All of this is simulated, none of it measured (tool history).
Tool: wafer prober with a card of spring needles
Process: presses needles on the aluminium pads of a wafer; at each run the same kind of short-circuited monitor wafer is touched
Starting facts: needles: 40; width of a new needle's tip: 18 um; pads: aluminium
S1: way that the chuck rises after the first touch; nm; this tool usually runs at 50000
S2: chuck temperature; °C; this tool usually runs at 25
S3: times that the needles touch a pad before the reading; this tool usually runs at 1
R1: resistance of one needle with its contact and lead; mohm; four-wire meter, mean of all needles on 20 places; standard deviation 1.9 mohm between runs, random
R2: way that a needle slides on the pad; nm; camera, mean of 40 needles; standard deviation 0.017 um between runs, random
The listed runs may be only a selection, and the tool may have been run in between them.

| run | hour | S1 | S2 | S3 | R1 | R2 |
|---|---|---|---|---|---|---|
| 1 | 0.0 | 50000 | 25 | 1 | 295 | 11800 |
|  | 7.3 | tips cleaned on abrasive film |
| 2 | 9.7 | 50000 | 25 | 2 | 222 | 11820 |
| 3 | 18.8 | 50000 | 25 | 2 | 258 | 11840 |
|  | 27.2 | tips cleaned on abrasive film |
| 4 | 27.2 | 50000 | 25 | 1 | 209 | 11820 |
| 5 | 35.1 | 50000 | 25 | 2 | 248 | 11800 |
| 6 | 41.4 | 50000 | 83 | 1 | 300 | 11820 |
|  | 46.9 | tips cleaned on abrasive film |
| 7 | 46.9 | 50000 | 83 | 1 | 215 | 11800 |
| 8 | 54.1 | 50000 | 43 | 1 | 269 | 11760 |
| 9 | 60.6 | 50000 | 25 | 1 | 297 | 11820 |
|  | 67.4 | tips cleaned on abrasive film |
| 10 | 69.2 | 42000 | 85 | 2 | 239 | 9900 |
| 11 | 74.0 | 42000 | 85 | 2 | 268 | 9920 |
| 12 | 84.6 | 54000 | 25 | 1 | 296 | 12750 |
|  | 87.7 | tips cleaned on abrasive film |
| 13 | 94.3 | 32000 | 28 | 1 | 367 | 7520 |
| 14 | 104.0 | 67000 | 26 | 1 | 263 | 15780 |
|  | 107.6 | tips cleaned on abrasive film |
| 15 | 109.3 | 55000 | 87 | 3 | 221 | 12950 |
| 16 | 120.7 | 44000 | 38 | 3 | 251 | 10350 |
|  | 127.6 | tips cleaned on abrasive film |
| 17 | 127.6 | 67000 | 38 | 3 | 198 | 15780 |
| 18 | 139.4 | 33000 | 77 | 2 | 337 | 7720 |

What if the next run were any one of these 5? Each begins from the tool's condition after run 18:
|  | 147.4 | tips cleaned on abrasive film |
| A | 150.4 | 33000 | 77 | 2 | ? | ? |
|  | 147.4 | tips cleaned on abrasive film |
| B | 150.4 | 43000 | 77 | 3 | ? | ? |
|  | 147.4 | tips cleaned on abrasive film |
| C | 150.4 | 50000 | 102 | 1 | ? | ? |
|  | 147.4 | tips cleaned on abrasive film |
| D | 150.4 | 50000 | 25 | 1 | ? | ? |
|  | 147.4 | tips cleaned on abrasive film |
| E | 150.4 | 32000 | 25 | 1 | ? | ? |

| run | R1 | R2 |
|---|---|---|
| A | 276 | 7720 |
| B | 236 | 10090 |
| C | 257 | 11760 |
| D | 244 | 11720 |
| E | 317 | 7480 |
The same runs, with their run-to-run variation unchanged, on a tool lacking any hidden condition would have given:
| run | R1 | R2 |
|---|---|---|
| A | 219 | 7810 |
| B | 215 | 10180 |
| C | 216 | 11860 |
| D | 197 | 11820 |
| E | 208 | 7580 |
